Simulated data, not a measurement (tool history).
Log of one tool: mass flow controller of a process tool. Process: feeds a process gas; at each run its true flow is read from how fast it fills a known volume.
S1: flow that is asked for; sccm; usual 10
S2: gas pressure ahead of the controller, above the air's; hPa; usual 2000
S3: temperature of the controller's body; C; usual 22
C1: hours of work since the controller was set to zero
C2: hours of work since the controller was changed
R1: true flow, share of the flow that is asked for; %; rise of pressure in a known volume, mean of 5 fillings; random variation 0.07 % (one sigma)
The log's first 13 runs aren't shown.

run,day,S1,S2,S3,C1,C2,R1
14,206.646,3,2000,22,1956,9086,96.9
15,222.558,3,2000,22,2131,9261,96.74
16,244.129,3,2000,22,2369,9499,96.81
17,256.183,3,2000,22,2502,9632,96.94
18,267.638,3,2000,22,2628,9758,96.79
19,285.542,10,2000,22,2825,9955,98.03
20,296.508,7,2470,22,2946,10076,97.82
21,316.429,10,1830,30,3165,10295,98.8
22,338.579,11,1430,30,3409,10539,98.7
23,359.062,9,2150,23,3635,10765,97.94
24,369.483,9,2150,23,3750,10880,98.02
25,379.842,10,1530,22,3864,10994,97.84
26,394.104,10,1930,37,4021,11151,99.76
27,404.779,10,2100,22,4139,11269,97.99
28,414.792,10,2030,32,4249,11379,99.26
29,438.212,10,1460,24,4507,11637,97.84
30,448.746,9,1760,20,4623,11753,97.5
31,460.6,7,1500,22,4754,11884,97.23
32,476.246,2,1690,24,4926,12056,96.87
33,497.967,2,1690,34,5165,12295,98.06
34,521.567,3,1970,38,5425,12555,98.7
35,535.133,4,2230,21,5575,12705,97.1
36,556.858,6,2210,21,5814,12944,97.32
# day 561.7: controller exchanged for a calibrated one
37,574.762,3,2730,31,144,144,98.36
38,585.958,11,2490,27,267,267,99.06

5 ways to go on from here, each from the tool as it stands after run 38. What would each give?
A,607.025,3,2000,25,499,499,?
B,607.025,4,2240,35,499,499,?
C,607.025,3,2000,22,499,499,?
D,607.025,11,2490,26,499,499,?
E,607.025,3,1530,32,499,499,?

run,R1
A,97.14
B,98.7
C,96.83
D,99.03
E,97.8
Without the tool's hidden state the same runs would have given:
run,R1
A,97.14
B,98.7
C,96.83
D,99.04
E,97.8

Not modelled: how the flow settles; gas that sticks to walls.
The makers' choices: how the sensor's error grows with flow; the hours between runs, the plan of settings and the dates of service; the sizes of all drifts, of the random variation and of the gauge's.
